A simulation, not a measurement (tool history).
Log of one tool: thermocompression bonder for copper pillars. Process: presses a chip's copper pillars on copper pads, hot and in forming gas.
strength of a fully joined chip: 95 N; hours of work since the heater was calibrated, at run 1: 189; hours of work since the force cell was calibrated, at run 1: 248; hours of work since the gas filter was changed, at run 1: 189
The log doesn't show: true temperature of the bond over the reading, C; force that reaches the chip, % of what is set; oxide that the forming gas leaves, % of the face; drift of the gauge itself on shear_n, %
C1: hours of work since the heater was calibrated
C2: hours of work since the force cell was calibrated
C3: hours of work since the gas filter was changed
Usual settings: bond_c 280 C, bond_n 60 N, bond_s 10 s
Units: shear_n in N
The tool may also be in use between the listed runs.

Run 1, hour 0: usual settings; C1 189; C2 248; C3 189. Result: shear_n 36.9 N.
Run 2, hour 9.4: usual settings; C1 194; C2 253; C3 194. Result: shear_n 36.7 N.
Run 3, hour 16: usual settings; C1 198; C2 256; C3 198. Result: shear_n 37.3 N.
Run 4, hour 30.6: usual settings; C1 205; C2 264; C3 205. Result: shear_n 36.4 N.
Run 5, hour 38.8: usual settings; C1 210; C2 269; C3 210. Result: shear_n 37.2 N.
Run 6, hour 48.8: usual settings; C1 215; C2 274; C3 215. Result: shear_n 36.7 N.
Run 7, hour 58.3: usual settings; C1 220; C2 279; C3 220. Result: shear_n 36.2 N.
Run 8, hour 66.5: usual settings but bond_n 80 N; C1 225; C2 284; C3 225. Result: shear_n 45.5 N.
Run 9, hour 77.1: usual settings but bond_n 80 N; C1 230; C2 289; C3 230. Result: shear_n 45.6 N.
Run 10, hour 87.9: usual settings; C1 236; C2 295; C3 236. Result: shear_n 35.9 N.
Run 11, hour 97.6: usual settings; C1 241; C2 300; C3 241. Result: shear_n 36.2 N.
Run 12, hour 108.9: usual settings; C1 247; C2 306; C3 247. Result: shear_n 35.7 N.
Run 13, hour 119.7: usual settings; C1 253; C2 312; C3 253. Result: shear_n 35.9 N.
Run 14, hour 134.2: usual settings; C1 261; C2 320; C3 261. Result: shear_n 36.5 N.
Run 15, hour 146.9: usual settings; C1 268; C2 327; C3 268. Result: shear_n 35.7 N.
Run 16, hour 160.4: usual settings; C1 275; C2 334; C3 275. Result: shear_n 36.6 N.
Run 17, hour 168.4: usual settings; C1 279; C2 338; C3 279. Result: shear_n 36.8 N.
Run 18, hour 179.4: usual settings; C1 285; C2 344; C3 285. Result: shear_n 36.6 N.
Run 19, hour 186: usual settings but bond_n 80 N; C1 289; C2 348; C3 289. Result: shear_n 46.7 N.
Run 20, hour 194.4: usual settings but bond_n 80 N; C1 293; C2 352; C3 293. Result: shear_n 45.3 N.
At hour 197.1: heater calibrated with a thermocouple chip.
Run 21, hour 203.4: usual settings but bond_s 22 s; C1 3; C2 356; C3 297. Result: shear_n 50.3 N.
Run 22, hour 210.1: usual settings but bond_c 303 C, bond_n 90 N, bond_s 14 s; C1 7; C2 360; C3 301. Result: shear_n 68.2 N.
Run 23, hour 222.8: usual settings but bond_c 267 C, bond_n 90 N, bond_s 14 s; C1 14; C2 366; C3 308. Result: shear_n 50.1 N.
Run 24, hour 230: usual settings but bond_c 301 C, bond_n 90 N, bond_s 9 s; C1 18; C2 370; C3 311. Result: shear_n 60.2 N.
Run 25, hour 241.8: usual settings but bond_n 48 N, bond_s 22 s; C1 24; C2 377; C3 318. Result: shear_n 42.9 N.
Run 26, hour 255.5: usual settings but bond_c 257 C, bond_n 45 N, bond_s 13 s; C1 31; C2 384; C3 325. Result: shear_n 24.3 N.
Run 27, hour 264.2: usual settings but bond_n 45 N; C1 36; C2 389; C3 330. Result: shear_n 29.8 N.
Run 28, hour 272.2: usual settings but bond_n 45 N; C1 40; C2 393; C3 334. Result: shear_n 29.5 N.
At hour 280.6: heater calibrated with a thermocouple chip, once more.
Run 29, hour 280.6: usual settings but bond_n 49 N, bond_s 13 s; C1 0; C2 396; C3 338. Result: shear_n 32.7 N.
Run 30, hour 286.8: usual settings but bond_c 275 C, bond_n 74 N, bond_s 18 s; C1 3; C2 400; C3 341. Result: shear_n 47.8 N.
Run 31, hour 293.7: usual settings but bond_c 296 C, bond_n 78 N, bond_s 8 s; C1 7; C2 403; C3 345. Result: shear_n 46.8 N.
Run 32, hour 304: usual settings but bond_c 255 C, bond_n 61 N, bond_s 7 s; C1 13; C2 409; C3 350. Result: shear_n 20.8 N.
Run 33, hour 316.7: usual settings but bond_c 271 C, bond_n 46 N; C1 19; C2 416; C3 357. Result: shear_n 24.6 N.
Run 34, hour 323.7: usual settings; C1 23; C2 420; C3 361. Result: shear_n 34.4 N.
Run 35, hour 336.5: usual settings; C1 30; C2 426; C3 368. Result: shear_n 34.2 N.
Run 36, hour 344.5: usual settings but bond_c 286 C, bond_n 52 N, bond_s 9 s; C1 34; C2 431; C3 372. Result: shear_n 31.3 N.
At hour 352.4: forming gas filter changed.
Run 37, hour 356.4: usual settings but bond_c 298 C, bond_n 90 N, bond_s 9 s; C1 40; C2 437; C3 2. Result: shear_n 56.6 N.
Run 38, hour 362.6: usual settings but bond_c 270 C, bond_n 52 N, bond_s 15 s; C1 44; C2 440; C3 5. Result: shear_n 31.8 N.
Run 39, hour 368.9: usual settings but bond_c 308 C, bond_n 38 N, bond_s 15 s; C1 47; C2 444; C3 9. Result: shear_n 41.1 N.
Run 40, hour 381.9: usual settings but bond_c 308 C, bond_n 38 N, bond_s 15 s; C1 54; C2 451; C3 16. Result: shear_n 40.2 N.

Some steps in shear_n between neighbouring runs. How much of each would the tool show without its hidden state too (settings, what came in, random variation), and how much is left for the hidden state, with any gauge scatter that isn't in both results?
Run 20 -> 21: bond_n 80 -> 60, bond_s 10 -> 22, heater calibrated with a thermocouple chip. shear_n +5 N: hidden state +1.5, all else +3.5.
Run 28 -> 29: bond_n 45 -> 49, bond_s 10 -> 13, heater calibrated with a thermocouple chip, once more. shear_n +3.2 N: hidden state -3.5, all else +6.7.
Run 31 -> 32: bond_c 296 -> 255, bond_n 78 -> 61, bond_s 8 -> 7. shear_n -26 N: hidden state +1.6, all else -27.6.
Run 36 -> 37: bond_c 286 -> 298, bond_n 52 -> 90, forming gas filter changed. shear_n +25.3 N: hidden state +1.2, all else +24.1.
Run 37 -> 38: bond_c 298 -> 270, bond_n 90 -> 52, bond_s 9 -> 15. shear_n -24.8 N: hidden state +0.2, all else -25.

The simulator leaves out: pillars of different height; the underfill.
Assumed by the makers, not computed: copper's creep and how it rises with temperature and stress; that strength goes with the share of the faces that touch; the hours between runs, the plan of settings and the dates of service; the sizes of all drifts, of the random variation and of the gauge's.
